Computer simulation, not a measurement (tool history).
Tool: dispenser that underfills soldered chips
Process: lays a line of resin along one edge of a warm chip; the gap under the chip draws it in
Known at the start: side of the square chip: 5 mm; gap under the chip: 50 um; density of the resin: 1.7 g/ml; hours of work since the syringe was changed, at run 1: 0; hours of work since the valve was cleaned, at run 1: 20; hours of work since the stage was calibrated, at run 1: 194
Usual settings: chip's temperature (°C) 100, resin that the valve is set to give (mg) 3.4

run,hour,chip's temperature (°C),resin that the valve is set to give (mg),hours of work since the syringe was changed,hours of work since the valve was cleaned,hours of work since the stage was calibrated,time until the resin shows at the far edge (s),resin that the valve gave (mg)
1,0,100,3.4,0,20,194,7.9,3.33
# hour 14.7: new syringe of resin
2,14.7,100,3.4,0,30,205,7.4,3.3
3,26.1,98,3.4,8,39,213,13.9,3.32
# hour 29.6: new syringe of resin
4,38.2,90,3.4,6,47,221,15,3.31
# hour 43.9: new syringe of resin
# hour 46.9: dispensing valve cleaned and set on the balance
5,50.5,100,3.4,4,3,229,9.3,3.39
# hour 59.8: new syringe of resin
6,62,100,3.4,2,11,237,8.5,3.39
# hour 74.5: new syringe of resin
7,74.6,100,3.4,0,19,246,7.6,3.35
8,85.8,100,3.4,8,27,254,11.8,3.33
# hour 89.4: new syringe of resin
9,100.3,100,3.4,8,37,264,12.5,3.3
# hour 104.4: new syringe of resin
10,109.5,100,3.4,4,44,270,10.2,3.29
11,117.2,100,3.4,9,49,276,12.5,3.31
# hour 118.9: new syringe of resin
# hour 122.9: dispensing valve cleaned and set on the balance
12,128,100,3.89,6,4,282,10.9,3.84
# hour 134.7: new syringe of resin
13,136.8,101,3.89,1,10,288,8.5,3.88
14,146.6,101,3.89,8,17,295,12.3,3.85
# hour 149.1: new syringe of resin
15,154.5,101,3.89,4,22,301,9,3.84
# hour 164.2: new syringe of resin
16,169.5,100,3.4,4,33,311,10.1,3.3
# hour 178.5: new syringe of resin
17,184.8,100,4.33,4,43,322,9.7,4.17
# hour 194.1: new syringe of resin
18,196.5,87,3.08,2,51,330,12.9,2.94
# hour 198.6: dispensing valve cleaned and set on the balance
# hour 210.6: new syringe of resin
19,212.5,87,3.38,1,10,341,11.9,3.42
20,219.6,109,3.38,6,15,346,8.8,3.34
# hour 223.8: stage's temperature calibrated
# hour 226.5: new syringe of resin
21,229.3,92,3.72,2,21,4,11.9,3.65
22,240.1,115,3.16,10,28,11,9.4,3.09
# hour 241.9: new syringe of resin
23,253.1,100,4.09,8,37,20,12.6,3.95
# hour 256.2: new syringe of resin
24,260.3,100,4.09,3,42,25,9.3,3.96
25,269.4,114,3.67,9,49,32,8.8,3.52
# hour 270.7: new syringe of resin
# hour 275: dispensing valve cleaned and set on the balance
# hour 286.1: new syringe of resin
26,286.1,92,3,0,8,43,10.5,2.95
27,299.5,90,2.95,10,17,52,18.1,2.93
# hour 301.2: new syringe of resin
28,310,86,3.52,6,24,59,17.1,3.46
# hour 315.8: new syringe of resin
29,319.6,105,3.68,3,31,66,7.8,3.59
30,327.9,105,3.68,9,37,72,11.9,3.6
# hour 330.2: new syringe of resin
31,339.8,109,3.68,7,45,80,8.8,3.56
# hour 344.8: new syringe of resin
32,348.6,102,3.56,3,51,86,8.7,3.45
# hour 351: dispensing valve cleaned and set on the balance
# hour 360.2: new syringe of resin
33,362.6,89,2.98,2,8,95,12.7,2.94
# hour 374.5: new syringe of resin
34,376.1,106,4.13,1,17,105,7.4,4.05

3 ways to go on from here, each from the tool as it stands after run 34. What would each give?
A,383.5,93,3.32,6,23,110,?,?
B,383.5,101,3.4,6,23,110,?,?
C,383.5,100,4.33,6,23,110,?,?

run,time until the resin shows at the far edge (s),resin that the valve gave (mg)
A,14.2,3.21
B,10.7,3.33
C,11.4,4.23
Without the tool's hidden state the same runs would have given:
run,time until the resin shows at the far edge (s),resin that the valve gave (mg)
A,9.9,3.28
B,7.3,3.41
C,7.9,4.33
